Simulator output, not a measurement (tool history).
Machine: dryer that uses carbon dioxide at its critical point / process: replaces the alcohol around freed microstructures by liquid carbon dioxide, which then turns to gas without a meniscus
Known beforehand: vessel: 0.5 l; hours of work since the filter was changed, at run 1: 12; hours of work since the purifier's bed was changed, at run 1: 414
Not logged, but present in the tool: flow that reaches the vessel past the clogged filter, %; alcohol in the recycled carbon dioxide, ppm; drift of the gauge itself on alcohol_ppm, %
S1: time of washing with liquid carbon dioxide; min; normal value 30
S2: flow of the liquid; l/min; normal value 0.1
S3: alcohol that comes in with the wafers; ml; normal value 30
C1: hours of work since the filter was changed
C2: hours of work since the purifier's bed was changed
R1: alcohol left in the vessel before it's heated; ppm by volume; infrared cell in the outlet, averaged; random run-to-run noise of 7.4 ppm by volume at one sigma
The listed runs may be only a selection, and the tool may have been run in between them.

run	hour	S1	S2	S3	C1	C2	R1
1	0	30	0.1	30	12	414	498
2	70.2	30	0.1	30	59	460	529
3	111.2	30	0.1	30	86	488	553
# hour 172.8: purifier's bed changed
4	186.6	30	0.1	37	134	9	574
5	235.8	30	0.1	30	167	42	484
6	284.1	30	0.1	30	199	74	516
7	346.6	30	0.1	30	241	116	556
8	412.5	30	0.1	30	285	160	618
9	454.1	30	0.1	30	313	188	655
10	522.6	30	0.077	30	358	233	1765
11	566.9	30	0.077	30	388	263	1892
12	637.6	27	0.165	76	435	310	340
13	672.7	30	0.165	30	459	334	155
# hour 688.7: inlet filter changed
14	738.6	44	0.097	34	33	377	158
15	807.1	44	0.097	34	79	423	182
16	878.5	30	0.083	120	127	470	4015
17	940	30	0.1	60	168	511	1064
# hour 970: purifier's bed changed
18	1002.7	28	0.102	109	208	22	2357
19	1041.9	30	0.1	37	234	48	661

Take each entry between the runs: how does the hidden state at the last listed run before it differ from the hidden state at the first listed run after it?
From run 3 to run 4: purifier's bed changed (hour 172.8)
  flow that reaches the vessel past the clogged filter, %: 96.8 -> 95.3; alcohol in the recycled carbon dioxide, ppm: 135 -> 8.4
  what was measured, less what the result would be without the hidden state, R1: +190 -> +123 ppm by volume
From run 13 to run 14: inlet filter changed (hour 688.7)
  flow that reaches the vessel past the clogged filter, %: 85.6 -> 98.9; alcohol in the recycled carbon dioxide, ppm: 98.3 -> 110.7
  what was measured, less what the result would be without the hidden state, R1: +130 -> +112 ppm by volume
From run 17 to run 18: purifier's bed changed (hour 970)
  flow that reaches the vessel past the clogged filter, %: 94.9 -> 93.6; alcohol in the recycled carbon dioxide, ppm: 147.9 -> 11.2
  what was measured, less what the result would be without the hidden state, R1: +354 -> +633 ppm by volume

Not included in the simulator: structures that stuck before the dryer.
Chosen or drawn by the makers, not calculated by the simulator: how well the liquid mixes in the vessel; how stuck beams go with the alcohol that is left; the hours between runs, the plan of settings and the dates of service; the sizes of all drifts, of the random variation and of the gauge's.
